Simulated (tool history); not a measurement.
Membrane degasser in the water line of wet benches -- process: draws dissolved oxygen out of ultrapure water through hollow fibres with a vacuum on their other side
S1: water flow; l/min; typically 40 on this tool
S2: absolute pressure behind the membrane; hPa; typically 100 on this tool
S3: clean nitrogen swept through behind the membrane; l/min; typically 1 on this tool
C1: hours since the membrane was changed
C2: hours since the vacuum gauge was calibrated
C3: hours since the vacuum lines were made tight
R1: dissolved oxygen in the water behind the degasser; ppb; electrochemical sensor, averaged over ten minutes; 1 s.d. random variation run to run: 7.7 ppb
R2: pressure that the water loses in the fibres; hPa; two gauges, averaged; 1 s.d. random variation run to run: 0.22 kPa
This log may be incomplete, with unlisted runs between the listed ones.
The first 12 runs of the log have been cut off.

{"run": 13, "hour": 1228.8, "S1": 40, "S2": 100, "S3": 0.99, "C1": 4950, "C2": 329, "C3": 4246, "R1": 858.6, "R2": 542.7}
{"run": 14, "hour": 1343.2, "S1": 40, "S2": 100, "S3": 0.99, "C1": 5064, "C2": 443, "C3": 4360, "R1": 856.1, "R2": 546}
{"run": 15, "hour": 1409.9, "S1": 40, "S2": 100, "S3": 0.99, "C1": 5131, "C2": 510, "C3": 4427, "R1": 854.9, "R2": 545.1}
{"hour": 1467.7, "done": "vacuum gauge calibrated, once more"}
{"run": 16, "hour": 1475.7, "S1": 40, "S2": 100, "S3": 0.99, "C1": 5196, "C2": 8, "C3": 4492, "R1": 805.8, "R2": 539.2}
{"run": 17, "hour": 1570.1, "S1": 40, "S2": 100, "S3": 1, "C1": 5290, "C2": 102, "C3": 4587, "R1": 820.9, "R2": 543.9}
{"run": 18, "hour": 1688.8, "S1": 35, "S2": 236, "S3": 1.48, "C1": 5409, "C2": 221, "C3": 4705, "R1": 1148.1, "R2": 475.8}
{"run": 19, "hour": 1814.4, "S1": 35, "S2": 148, "S3": 2.93, "C1": 5535, "C2": 347, "C3": 4831, "R1": 555, "R2": 473.9}
{"run": 20, "hour": 1893.8, "S1": 35, "S2": 148, "S3": 2.93, "C1": 5614, "C2": 426, "C3": 4910, "R1": 556.6, "R2": 478.1}
{"run": 21, "hour": 1985.6, "S1": 53, "S2": 191, "S3": 1, "C1": 5706, "C2": 518, "C3": 5002, "R1": 1728.5, "R2": 722}
{"run": 22, "hour": 2120.0, "S1": 60, "S2": 191, "S3": 2.25, "C1": 5840, "C2": 652, "C3": 5136, "R1": 1317.5, "R2": 811.7}
{"run": 23, "hour": 2236.7, "S1": 60, "S2": 191, "S3": 2.25, "C1": 5957, "C2": 769, "C3": 5253, "R1": 1298.7, "R2": 815.3}
{"run": 24, "hour": 2371.3, "S1": 60, "S2": 191, "S3": 2.25, "C1": 6092, "C2": 904, "C3": 5388, "R1": 1308.1, "R2": 823.8}
{"run": 25, "hour": 2496.5, "S1": 24, "S2": 191, "S3": 2.25, "C1": 6217, "C2": 1029, "C3": 5513, "R1": 525.9, "R2": 329.4}
{"run": 26, "hour": 2561.3, "S1": 31, "S2": 191, "S3": 2.25, "C1": 6282, "C2": 1094, "C3": 5578, "R1": 678.6, "R2": 421.8}
{"run": 27, "hour": 2692.3, "S1": 63, "S2": 191, "S3": 2.25, "C1": 6413, "C2": 1225, "C3": 5709, "R1": 1345.4, "R2": 864.9}
{"run": 28, "hour": 2758.9, "S1": 63, "S2": 191, "S3": 2.25, "C1": 6479, "C2": 1291, "C3": 5775, "R1": 1344.1, "R2": 862.6}
{"run": 29, "hour": 2883.9, "S1": 54, "S2": 83, "S3": 0.77, "C1": 6604, "C2": 1416, "C3": 5900, "R1": 1057.2, "R2": 745.3}
{"run": 30, "hour": 2989.6, "S1": 54, "S2": 83, "S3": 0.77, "C1": 6710, "C2": 1522, "C3": 6006, "R1": 1041.6, "R2": 745.7}
{"run": 31, "hour": 3124.7, "S1": 33, "S2": 83, "S3": 1.02, "C1": 6845, "C2": 1657, "C3": 6141, "R1": 571.2, "R2": 455.7}
{"run": 32, "hour": 3191.6, "S1": 43, "S2": 134, "S3": 1, "C1": 6912, "C2": 1724, "C3": 6208, "R1": 1116.9, "R2": 590.1}
{"run": 33, "hour": 3307.5, "S1": 43, "S2": 134, "S3": 1, "C1": 7028, "C2": 1840, "C3": 6324, "R1": 1124.4, "R2": 589.7}

Here are 3 independent what-if runs from the current tool condition. What would each one return?
{"run": "A", "hour": 3370.3, "S1": 31, "S2": 134, "S3": 1, "C1": 7091, "C2": 1903, "C3": 6387, "R1": "?", "R2": "?"}
{"run": "B", "hour": 3370.3, "S1": 25, "S2": 100, "S3": 2.61, "C1": 7091, "C2": 1903, "C3": 6387, "R1": "?", "R2": "?"}
{"run": "C", "hour": 3370.3, "S1": 40, "S2": 100, "S3": 0.42, "C1": 7091, "C2": 1903, "C3": 6387, "R1": "?", "R2": "?"}

run=A R1=828.2 R2=428.1
run=B R1=310 R2=345.9
run=C R1=1218.3 R2=552
Take away the tool's hidden state, keep each run's random variation, and the runs would have read:
run=A R1=780.8 R2=405.5
run=B R1=274 R2=327.6
run=C R1=1162 R2=522.9
